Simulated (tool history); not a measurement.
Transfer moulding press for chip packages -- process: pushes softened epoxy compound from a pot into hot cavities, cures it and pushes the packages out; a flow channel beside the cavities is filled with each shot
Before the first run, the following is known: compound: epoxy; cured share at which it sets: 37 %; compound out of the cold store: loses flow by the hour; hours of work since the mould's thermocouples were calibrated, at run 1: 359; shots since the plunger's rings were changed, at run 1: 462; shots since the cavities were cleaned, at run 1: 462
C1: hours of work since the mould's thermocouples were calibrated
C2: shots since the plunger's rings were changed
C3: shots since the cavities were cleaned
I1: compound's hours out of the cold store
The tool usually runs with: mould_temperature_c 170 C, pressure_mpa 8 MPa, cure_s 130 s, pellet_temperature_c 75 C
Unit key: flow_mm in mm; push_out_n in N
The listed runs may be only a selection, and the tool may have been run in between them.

run 1 hour=0 | mould_temperature_c=170 pressure_mpa=8 cure_s=130 pellet_temperature_c=75 | C1=359 C2=462 C3=462 | I1=39 | flow_mm=519 push_out_n=592
run 2 hour=15.5 | mould_temperature_c=170 pressure_mpa=8 cure_s=130 pellet_temperature_c=70 | C1=368 C2=590 C3=590 | I1=18.5 | flow_mm=530 push_out_n=627
-- hour=30.3 cavities cleaned with cleaning compound and waxed
run 3 hour=32.8 | mould_temperature_c=170 pressure_mpa=8 cure_s=130 pellet_temperature_c=70 | C1=377 C2=721 C3=20 | I1=21.6 | flow_mm=522 push_out_n=653
run 4 hour=50.6 | mould_temperature_c=170 pressure_mpa=8 cure_s=130 pellet_temperature_c=75 | C1=388 C2=869 C3=168 | I1=25.8 | flow_mm=512 push_out_n=675
run 5 hour=71.3 | mould_temperature_c=170 pressure_mpa=8 cure_s=130 pellet_temperature_c=71 | C1=400 C2=1041 C3=340 | I1=26.2 | flow_mm=523 push_out_n=674
run 6 hour=84.2 | mould_temperature_c=170 pressure_mpa=8 cure_s=130 pellet_temperature_c=71 | C1=408 C2=1148 C3=447 | I1=45 | flow_mm=490 push_out_n=661
-- hour=98 cavities cleaned with cleaning compound and waxed, once more
run 7 hour=100.4 | mould_temperature_c=170 pressure_mpa=8 cure_s=130 pellet_temperature_c=71 | C1=417 C2=1270 C3=20 | I1=19.2 | flow_mm=526 push_out_n=383
run 8 hour=110.3 | mould_temperature_c=170 pressure_mpa=8 cure_s=130 pellet_temperature_c=77 | C1=423 C2=1352 C3=102 | I1=28.9 | flow_mm=501 push_out_n=462
run 9 hour=131.2 | mould_temperature_c=170 pressure_mpa=8 cure_s=130 pellet_temperature_c=77 | C1=435 C2=1526 C3=276 | I1=23.1 | flow_mm=510 push_out_n=519
run 10 hour=150.2 | mould_temperature_c=170 pressure_mpa=8 cure_s=130 pellet_temperature_c=77 | C1=446 C2=1683 C3=433 | I1=9.1 | flow_mm=542 push_out_n=596
run 11 hour=163.3 | mould_temperature_c=170 pressure_mpa=8 cure_s=130 pellet_temperature_c=77 | C1=454 C2=1791 C3=541 | I1=47 | flow_mm=481 push_out_n=605
run 12 hour=179.1 | mould_temperature_c=175 pressure_mpa=8 cure_s=130 pellet_temperature_c=75 | C1=464 C2=1923 C3=673 | I1=30.3 | flow_mm=501 push_out_n=547
-- hour=183.4 cavities cleaned with cleaning compound and waxed
run 13 hour=193.9 | mould_temperature_c=170 pressure_mpa=8 cure_s=130 pellet_temperature_c=75 | C1=472 C2=2033 C3=87 | I1=26 | flow_mm=503 push_out_n=428
run 14 hour=208.2 | mould_temperature_c=163 pressure_mpa=8 cure_s=130 pellet_temperature_c=75 | C1=480 C2=2152 C3=206 | I1=19.8 | flow_mm=534 push_out_n=721
run 15 hour=226.9 | mould_temperature_c=170 pressure_mpa=6.67 cure_s=123 pellet_temperature_c=75 | C1=491 C2=2307 C3=361 | I1=45.5 | flow_mm=444 push_out_n=579
run 16 hour=237.8 | mould_temperature_c=170 pressure_mpa=6.67 cure_s=123 pellet_temperature_c=75 | C1=498 C2=2397 C3=451 | I1=43 | flow_mm=448 push_out_n=622
run 17 hour=248.9 | mould_temperature_c=170 pressure_mpa=6.67 cure_s=123 pellet_temperature_c=75 | C1=504 C2=2489 C3=543 | I1=28.5 | flow_mm=463 push_out_n=647
run 18 hour=260.2 | mould_temperature_c=170 pressure_mpa=7.69 cure_s=130 pellet_temperature_c=73 | C1=511 C2=2583 C3=637 | I1=37.9 | flow_mm=479 push_out_n=593
-- hour=268.6 cavities cleaned with cleaning compound and waxed
run 19 hour=281.5 | mould_temperature_c=170 pressure_mpa=8 cure_s=169 pellet_temperature_c=65 | C1=523 C2=2748 C3=108 | I1=17 | flow_mm=516 push_out_n=413
-- hour=286.8 mould's thermocouples calibrated
run 20 hour=299.4 | mould_temperature_c=170 pressure_mpa=8.16 cure_s=169 pellet_temperature_c=75 | C1=8 C2=2879 C3=239 | I1=46.7 | flow_mm=491 push_out_n=464
run 21 hour=315.9 | mould_temperature_c=170 pressure_mpa=7.47 cure_s=158 pellet_temperature_c=71 | C1=17 C2=3016 C3=376 | I1=16.4 | flow_mm=498 push_out_n=509
run 22 hour=330.5 | mould_temperature_c=170 pressure_mpa=7.23 cure_s=123 pellet_temperature_c=75 | C1=26 C2=3138 C3=498 | I1=8.3 | flow_mm=497 push_out_n=667
run 23 hour=349.9 | mould_temperature_c=169 pressure_mpa=7.98 cure_s=169 pellet_temperature_c=77 | C1=38 C2=3298 C3=658 | I1=29.8 | flow_mm=500 push_out_n=548
-- hour=356.9 cavities cleaned with cleaning compound and waxed
run 24 hour=363.3 | mould_temperature_c=169 pressure_mpa=7.98 cure_s=164 pellet_temperature_c=77 | C1=45 C2=3397 C3=53 | I1=36.8 | flow_mm=493 push_out_n=381
run 25 hour=379.4 | mould_temperature_c=169 pressure_mpa=7.98 cure_s=164 pellet_temperature_c=77 | C1=54 C2=3531 C3=187 | I1=41.2 | flow_mm=490 push_out_n=451
run 26 hour=399.2 | mould_temperature_c=169 pressure_mpa=7.98 cure_s=164 pellet_temperature_c=77 | C1=66 C2=3695 C3=351 | I1=43.1 | flow_mm=484 push_out_n=501
run 27 hour=413.8 | mould_temperature_c=169 pressure_mpa=7.98 cure_s=164 pellet_temperature_c=77 | C1=75 C2=3816 C3=472 | I1=23.1 | flow_mm=496 push_out_n=543
run 28 hour=428.6 | mould_temperature_c=169 pressure_mpa=6.52 cure_s=126 pellet_temperature_c=77 | C1=84 C2=3939 C3=595 | I1=13.9 | flow_mm=461 push_out_n=647

Some steps in flow_mm, run to run, broken into two amounts with sign: the step expected even without the hidden condition (settings, incoming material, random variation), and the rest, left for the hidden condition together with whatever gauge scatter is not in both the measured and the hidden-condition-free result:
What the log doesn't record here: true mould temperature over the reading, C; pressure that reaches the compound, % of what is set; grip of the stained cavities, % over clean ones'; drift of the gauge itself on flow_mm, %; drift of the gauge itself on push_out_n, %.
Run 10 -> 11: no setting changed, nothing entered. flow_mm -61 mm: hidden state +0, all else -61.
Run 13 -> 14: mould_temperature_c 170 -> 163. flow_mm +31 mm: hidden state -3, all else +34.
Run 14 -> 15: mould_temperature_c 163 -> 170, pressure_mpa 8 -> 6.67, cure_s 130 -> 123. flow_mm -90 mm: hidden state +3, all else -93.

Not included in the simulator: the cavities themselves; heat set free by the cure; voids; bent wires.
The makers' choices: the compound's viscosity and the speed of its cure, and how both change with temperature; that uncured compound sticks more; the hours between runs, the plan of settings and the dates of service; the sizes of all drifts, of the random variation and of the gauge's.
